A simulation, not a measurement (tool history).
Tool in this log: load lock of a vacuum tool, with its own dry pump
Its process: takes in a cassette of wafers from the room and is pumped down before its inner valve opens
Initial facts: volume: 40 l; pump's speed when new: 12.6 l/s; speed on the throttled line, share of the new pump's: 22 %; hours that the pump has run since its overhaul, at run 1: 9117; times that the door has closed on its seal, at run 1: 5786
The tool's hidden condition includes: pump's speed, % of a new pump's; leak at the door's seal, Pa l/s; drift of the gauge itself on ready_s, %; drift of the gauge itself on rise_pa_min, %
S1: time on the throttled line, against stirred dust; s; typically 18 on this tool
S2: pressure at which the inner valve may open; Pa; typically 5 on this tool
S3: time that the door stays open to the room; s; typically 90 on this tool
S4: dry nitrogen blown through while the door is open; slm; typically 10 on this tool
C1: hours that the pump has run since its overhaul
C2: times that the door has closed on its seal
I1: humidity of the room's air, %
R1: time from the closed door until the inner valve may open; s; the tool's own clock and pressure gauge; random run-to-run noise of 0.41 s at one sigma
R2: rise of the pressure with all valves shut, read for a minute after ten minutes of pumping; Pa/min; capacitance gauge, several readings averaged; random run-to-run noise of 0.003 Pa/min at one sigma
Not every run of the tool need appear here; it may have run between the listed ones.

run    hour  S1  S2   S3  S4     C1    C2    I1    R1     R2
  1       0  18   5   90  10   9117  5786  45.5  46.4  0.039
  2    78.1  18   5   90  10   9195  5905  47.2  46.6  0.045
  3   163.7  18   5   90  10   9281  6036  44.1  45.5  0.047
  4   310.8  18   5   90  10   9428  6260  44.3  45.9  0.046
  5   443.1  18   5   90  10   9560  6462  44.8  46.2  0.048
  6   604.8  18   5   90  10   9722  6709    48  45.9  0.046
  7   738.5  18   5   90  10   9855  6913  44.8  46.6  0.043
  8   816.7  18   8   90  10   9934  7032  45.3  43.6  0.043
  9   938.7  12   5   90  10  10056  7218  44.4  41.4   0.04
 10  1063.6  18   5   90  36  10180  7408  42.1  45.8  0.024
 11    1165  18   5   58  10  10282  7563  45.7  46.3  0.034
 12  1277.4  18   5   58  10  10394  7735    44    46  0.037
 13  1353.8  18   5   90  12  10471  7851  47.7  46.3  0.043
 14  1442.8  18   9   89  10  10560  7987  48.2  43.3  0.047
 15  1517.6  18   9   89  10  10635  8101  43.7  43.4  0.045
 16  1612.9  12   6  234  13  10730  8247  41.1  40.8  0.052
 17  1762.4  12   6  234  13  10879  8475    43  40.2  0.055
 18  1880.5  10   7  218  10  10997  8655  47.9  38.4  0.065
 19  1965.1  10   7  218  10  11082  8784  44.4  37.8   0.06
 20  2129.5  10   8  218  17  11246  9035    45  38.3  0.051
 21  2286.6  11   6   90  18  11404  9274  45.4  40.1   0.04
 22  2408.5  11   6   90  18  11525  9460  47.1  40.5   0.04
 23  2530.1  11   6   90  18  11647  9646  43.3  40.2  0.037
 24  2690.7  11   6   90  18  11808  9891    47  39.9   0.04

Branching from run 24: 5 alternative next runs. What would each branch give?
  A  2808  18   5  119  10  11925  10070  42.6   ?   ?
  B  2808  19   5  129  10  11925  10070  41.8   ?   ?
  C  2808  20   5   90   5  11925  10070  43.9   ?   ?
  D  2808  11   5   90  18  11925  10070  45.2   ?   ?
  E  2808  18  10   90  10  11925  10070  45.1   ?   ?

run    R1     R2
  A  45.5  0.048
  B  47.5  0.041
  C  47.8  0.044
  D  40.3  0.041
  E    43   0.04
What these runs would have given with no unlogged condition in the tool:
run    R1     R2
  A  45.5  0.047
  B  47.4   0.04
  C  47.7  0.043
  D  40.2  0.041
  E  42.9   0.04
